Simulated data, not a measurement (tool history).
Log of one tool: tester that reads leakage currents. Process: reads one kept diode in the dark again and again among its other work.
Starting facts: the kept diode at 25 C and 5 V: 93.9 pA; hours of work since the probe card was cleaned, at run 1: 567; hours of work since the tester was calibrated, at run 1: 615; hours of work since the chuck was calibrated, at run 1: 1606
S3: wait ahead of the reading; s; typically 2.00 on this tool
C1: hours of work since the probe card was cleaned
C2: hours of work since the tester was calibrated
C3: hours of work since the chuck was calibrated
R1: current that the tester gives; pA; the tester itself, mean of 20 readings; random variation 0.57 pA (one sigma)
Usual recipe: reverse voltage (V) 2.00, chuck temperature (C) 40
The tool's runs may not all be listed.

{"run": 1, "day": 0.0, "reverse voltage (V)": 2.0, "chuck temperature (C)": 40, "S3": 2.0, "C1": 567, "C2": 615, "C3": 1606, "R1": 214.63}
{"run": 2, "day": 0.754, "reverse voltage (V)": 2.0, "chuck temperature (C)": 40, "S3": 2.0, "C1": 575, "C2": 622, "C3": 1613, "R1": 215.02}
{"run": 3, "day": 1.917, "reverse voltage (V)": 2.0, "chuck temperature (C)": 40, "S3": 2.0, "C1": 586, "C2": 633, "C3": 1625, "R1": 214.32}
{"run": 4, "day": 3.175, "reverse voltage (V)": 2.0, "chuck temperature (C)": 40, "S3": 2.0, "C1": 598, "C2": 645, "C3": 1637, "R1": 214.42}
{"run": 5, "day": 4.067, "reverse voltage (V)": 2.0, "chuck temperature (C)": 40, "S3": 2.0, "C1": 607, "C2": 654, "C3": 1646, "R1": 216.9}
{"run": 6, "day": 4.912, "reverse voltage (V)": 2.0, "chuck temperature (C)": 40, "S3": 2.0, "C1": 615, "C2": 662, "C3": 1654, "R1": 216.46}
{"run": 7, "day": 5.662, "reverse voltage (V)": 2.0, "chuck temperature (C)": 40, "S3": 2.0, "C1": 622, "C2": 670, "C3": 1661, "R1": 216.18}
{"run": 8, "day": 6.654, "reverse voltage (V)": 2.0, "chuck temperature (C)": 40, "S3": 2.0, "C1": 632, "C2": 679, "C3": 1671, "R1": 215.8}
{"run": 9, "day": 8.154, "reverse voltage (V)": 2.0, "chuck temperature (C)": 40, "S3": 2.0, "C1": 647, "C2": 694, "C3": 1685, "R1": 217.31}
{"day": 8.396, "done": "probe card cleaned and baked"}
{"run": 10, "day": 9.938, "reverse voltage (V)": 2.0, "chuck temperature (C)": 40, "S3": 2.0, "C1": 15, "C2": 710, "C3": 1702, "R1": 218.72}
{"run": 11, "day": 11.733, "reverse voltage (V)": 2.0, "chuck temperature (C)": 40, "S3": 2.0, "C1": 33, "C2": 728, "C3": 1719, "R1": 218.31}
{"run": 12, "day": 12.975, "reverse voltage (V)": 2.0, "chuck temperature (C)": 40, "S3": 2.0, "C1": 45, "C2": 740, "C3": 1731, "R1": 217.33}
{"run": 13, "day": 14.038, "reverse voltage (V)": 2.0, "chuck temperature (C)": 40, "S3": 2.0, "C1": 55, "C2": 750, "C3": 1742, "R1": 217.12}
{"run": 14, "day": 15.579, "reverse voltage (V)": 2.0, "chuck temperature (C)": 40, "S3": 2.0, "C1": 70, "C2": 765, "C3": 1757, "R1": 216.71}
{"day": 16.692, "done": "probe card cleaned and baked, once more"}
{"run": 15, "day": 16.692, "reverse voltage (V)": 10.72, "chuck temperature (C)": 40, "S3": 2.0, "C1": 0, "C2": 775, "C3": 1766, "R1": 569.85}
{"run": 16, "day": 17.962, "reverse voltage (V)": 6.41, "chuck temperature (C)": 40, "S3": 2.0, "C1": 12, "C2": 787, "C3": 1779, "R1": 425.86}
{"run": 17, "day": 19.004, "reverse voltage (V)": 6.24, "chuck temperature (C)": 40, "S3": 0.37, "C1": 23, "C2": 797, "C3": 1789, "R1": 421.84}
{"run": 18, "day": 19.821, "reverse voltage (V)": 2.11, "chuck temperature (C)": 53, "S3": 0.81, "C1": 30, "C2": 805, "C3": 1797, "R1": 586.96}
{"run": 19, "day": 21.375, "reverse voltage (V)": 4.05, "chuck temperature (C)": 30, "S3": 1.49, "C1": 46, "C2": 820, "C3": 1812, "R1": 146.9}
{"run": 20, "day": 22.417, "reverse voltage (V)": 1.86, "chuck temperature (C)": 25, "S3": 5.02, "C1": 56, "C2": 831, "C3": 1822, "R1": 61.44}
{"run": 21, "day": 23.383, "reverse voltage (V)": 1.86, "chuck temperature (C)": 25, "S3": 5.02, "C1": 65, "C2": 840, "C3": 1831, "R1": 61.32}
{"day": 24.467, "done": "chuck's temperature calibrated"}
{"run": 22, "day": 24.983, "reverse voltage (V)": 2.0, "chuck temperature (C)": 40, "S3": 0.33, "C1": 80, "C2": 855, "C3": 5, "R1": 191.64}
{"run": 23, "day": 25.746, "reverse voltage (V)": 2.0, "chuck temperature (C)": 40, "S3": 0.33, "C1": 87, "C2": 862, "C3": 12, "R1": 193.12}
{"run": 24, "day": 27.5, "reverse voltage (V)": 2.08, "chuck temperature (C)": 31, "S3": 0.51, "C1": 105, "C2": 879, "C3": 30, "R1": 95.67}
{"run": 25, "day": 28.4, "reverse voltage (V)": 5.92, "chuck temperature (C)": 31, "S3": 5.61, "C1": 113, "C2": 888, "C3": 38, "R1": 175.29}
{"run": 26, "day": 29.192, "reverse voltage (V)": 3.27, "chuck temperature (C)": 40, "S3": 1.72, "C1": 121, "C2": 896, "C3": 46, "R1": 255.24}
{"run": 27, "day": 30.354, "reverse voltage (V)": 3.27, "chuck temperature (C)": 40, "S3": 1.72, "C1": 132, "C2": 907, "C3": 57, "R1": 256.61}

4 ways to go on from here, each from the tool as it stands after run 27. What would each give?
{"run": "A", "day": 31.158, "reverse voltage (V)": 3.27, "chuck temperature (C)": 41, "S3": 2.0, "C1": 140, "C2": 915, "C3": 65, "R1": "?"}
{"run": "B", "day": 31.158, "reverse voltage (V)": 7.75, "chuck temperature (C)": 40, "S3": 5.75, "C1": 140, "C2": 915, "C3": 65, "R1": "?"}
{"run": "C", "day": 31.158, "reverse voltage (V)": 1.06, "chuck temperature (C)": 29, "S3": 5.13, "C1": 140, "C2": 915, "C3": 65, "R1": "?"}
{"run": "D", "day": 31.158, "reverse voltage (V)": 3.27, "chuck temperature (C)": 40, "S3": 7.53, "C1": 140, "C2": 915, "C3": 65, "R1": "?"}

run=A R1=278.36
run=B R1=423.26
run=C R1=54.69
run=D R1=256.63
Had the tool no hidden state, the same runs would have come out as:
run=A R1=274.31
run=B R1=416.81
run=C R1=53.83
run=D R1=252.86

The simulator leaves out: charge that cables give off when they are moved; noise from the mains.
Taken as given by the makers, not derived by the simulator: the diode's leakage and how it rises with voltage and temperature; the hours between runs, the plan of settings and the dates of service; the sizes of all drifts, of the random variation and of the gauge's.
